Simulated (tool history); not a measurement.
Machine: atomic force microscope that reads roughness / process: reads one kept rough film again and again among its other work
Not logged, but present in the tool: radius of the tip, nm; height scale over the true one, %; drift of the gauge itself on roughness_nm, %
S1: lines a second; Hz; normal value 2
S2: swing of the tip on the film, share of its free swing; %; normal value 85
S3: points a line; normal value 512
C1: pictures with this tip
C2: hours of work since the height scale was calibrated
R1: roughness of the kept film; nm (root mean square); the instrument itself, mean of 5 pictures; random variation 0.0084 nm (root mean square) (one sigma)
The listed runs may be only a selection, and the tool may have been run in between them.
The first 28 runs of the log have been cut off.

Run 29, hour 256.5: usual settings but S1 1.63 Hz, S2 56 %, S3 472; C1 242; C2 299. Result: R1 2.245 nm (root mean square).
Run 30, hour 263: usual settings but S1 1.63 Hz, S2 56 %, S3 472; C1 252; C2 303. Result: R1 2.263 nm (root mean square).
Run 31, hour 268.9: usual settings but S1 1.63 Hz, S2 56 %, S3 472; C1 261; C2 306. Result: R1 2.261 nm (root mean square).
Run 32, hour 279.7: usual settings but S1 1.48 Hz, S2 60 %, S3 787; C1 278; C2 312. Result: R1 2.267 nm (root mean square).
Run 33, hour 288.5: usual settings but S1 0.68 Hz, S2 57 %, S3 409; C1 291; C2 316. Result: R1 2.296 nm (root mean square).
Run 34, hour 296.9: usual settings but S1 0.68 Hz, S2 57 %, S3 409; C1 304; C2 321. Result: R1 2.297 nm (root mean square).
Run 35, hour 308.3: usual settings but S1 0.51 Hz, S2 68 %, S3 585; C1 321; C2 327. Result: R1 2.309 nm (root mean square).
Run 36, hour 315: usual settings but S1 0.51 Hz, S2 68 %, S3 319; C1 331; C2 331. Result: R1 2.256 nm (root mean square).
At hour 319: new tip fitted.
Run 37, hour 323.6: usual settings but S1 0.51 Hz, S2 68 %, S3 319; C1 7; C2 335. Result: R1 2.253 nm (root mean square).
Run 38, hour 335.5: usual settings but S1 2.62 Hz, S2 74 %, S3 613; C1 25; C2 342. Result: R1 1.944 nm (root mean square).
Run 39, hour 344.9: usual settings but S1 2.62 Hz, S2 74 %, S3 613; C1 40; C2 347. Result: R1 1.965 nm (root mean square).
Run 40, hour 357.4: usual settings but S1 2.62 Hz, S2 74 %, S3 613; C1 59; C2 353. Result: R1 1.976 nm (root mean square).

Each row is a separate what-if for the run after 40, all from the same tool condition, not one after another. Results?
Run A, hour 367: usual settings but S1 3.06 Hz, S2 64 %, S3 877; C1 73; C2 358. Result: R1 ?.
Run B, hour 367: usual settings but S3 264; C1 73; C2 358. Result: R1 ?.
Run C, hour 367: usual settings but S2 75 %, S3 466; C1 73; C2 358. Result: R1 ?.
Run D, hour 367: usual settings but S1 2.75 Hz, S2 70 %, S3 613; C1 73; C2 358. Result: R1 ?.

run     R1
  A  2.085
  B  1.818
  C  2.011
  D  2.022
Had the tool no hidden state, the same runs would have come out as:
run     R1
  A  2.087
  B   1.82
  C  2.013
  D  2.024

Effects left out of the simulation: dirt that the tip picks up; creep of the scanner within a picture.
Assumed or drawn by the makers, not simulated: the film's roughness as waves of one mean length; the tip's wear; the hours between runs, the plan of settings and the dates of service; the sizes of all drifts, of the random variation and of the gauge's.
